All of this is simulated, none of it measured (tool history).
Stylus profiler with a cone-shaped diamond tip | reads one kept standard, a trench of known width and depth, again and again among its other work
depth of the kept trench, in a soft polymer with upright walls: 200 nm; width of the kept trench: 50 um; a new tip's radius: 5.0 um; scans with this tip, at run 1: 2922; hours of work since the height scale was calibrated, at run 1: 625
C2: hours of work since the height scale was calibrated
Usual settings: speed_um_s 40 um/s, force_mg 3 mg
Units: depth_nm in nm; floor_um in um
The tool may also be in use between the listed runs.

{"run": 1, "hour": 0.0, "speed_um_s": 40, "force_mg": 3, "scans with this tip": 2922, "C2": 625, "depth_nm": 202.91, "floor_um": 46.89}
{"run": 2, "hour": 67.6, "speed_um_s": 40, "force_mg": 3, "scans with this tip": 3152, "C2": 675, "depth_nm": 202.8, "floor_um": 46.85}
{"run": 3, "hour": 105.7, "speed_um_s": 40, "force_mg": 3, "scans with this tip": 3282, "C2": 702, "depth_nm": 202.91, "floor_um": 46.88}
{"run": 4, "hour": 185.7, "speed_um_s": 144, "force_mg": 3, "scans with this tip": 3555, "C2": 761, "depth_nm": 202.95, "floor_um": 46.32}
{"run": 5, "hour": 270.5, "speed_um_s": 40, "force_mg": 3.93, "scans with this tip": 3844, "C2": 823, "depth_nm": 203.41, "floor_um": 46.9}
{"run": 6, "hour": 343.7, "speed_um_s": 40, "force_mg": 3.93, "scans with this tip": 4094, "C2": 876, "depth_nm": 203.41, "floor_um": 46.86}
{"run": 7, "hour": 405.8, "speed_um_s": 40, "force_mg": 3.93, "scans with this tip": 4305, "C2": 921, "depth_nm": 203.57, "floor_um": 46.88}
{"run": 8, "hour": 473.9, "speed_um_s": 40, "force_mg": 3, "scans with this tip": 4538, "C2": 971, "depth_nm": 203.08, "floor_um": 46.82}
{"run": 9, "hour": 526.7, "speed_um_s": 40, "force_mg": 3, "scans with this tip": 4718, "C2": 1010, "depth_nm": 203.2, "floor_um": 46.85}
{"hour": 581.5, "done": "height scale calibrated on a step standard"}
{"run": 10, "hour": 586.1, "speed_um_s": 40, "force_mg": 3, "scans with this tip": 4918, "C2": 3, "depth_nm": 203.35, "floor_um": 46.82}
{"run": 11, "hour": 627.4, "speed_um_s": 40, "force_mg": 3, "scans with this tip": 5059, "C2": 33, "depth_nm": 203.26, "floor_um": 46.78}
{"run": 12, "hour": 681.6, "speed_um_s": 18, "force_mg": 5.33, "scans with this tip": 5244, "C2": 73, "depth_nm": 204.66, "floor_um": 46.98}
{"run": 13, "hour": 765.7, "speed_um_s": 18, "force_mg": 5.33, "scans with this tip": 5531, "C2": 134, "depth_nm": 204.57, "floor_um": 46.85}
{"run": 14, "hour": 844.0, "speed_um_s": 80, "force_mg": 1.65, "scans with this tip": 5798, "C2": 191, "depth_nm": 202.52, "floor_um": 46.44}
{"run": 15, "hour": 879.7, "speed_um_s": 80, "force_mg": 1.65, "scans with this tip": 5919, "C2": 218, "depth_nm": 202.59, "floor_um": 46.43}
{"hour": 933.5, "done": "height scale calibrated on a step standard, once more"}
{"run": 16, "hour": 957.9, "speed_um_s": 16, "force_mg": 6.56, "scans with this tip": 6184, "C2": 18, "depth_nm": 204.39, "floor_um": 46.9}

Forecast run 17:
{"run": 17, "hour": 993.4, "speed_um_s": 16, "force_mg": 6.56, "scans with this tip": 6305, "C2": 44, "depth_nm": "?", "floor_um": "?"}

depth_nm: 204.44 nm
floor_um: 46.89 um
Without the tool's hidden state the same run would have given depth_nm 204.39 nm, floor_um 47.13 um.
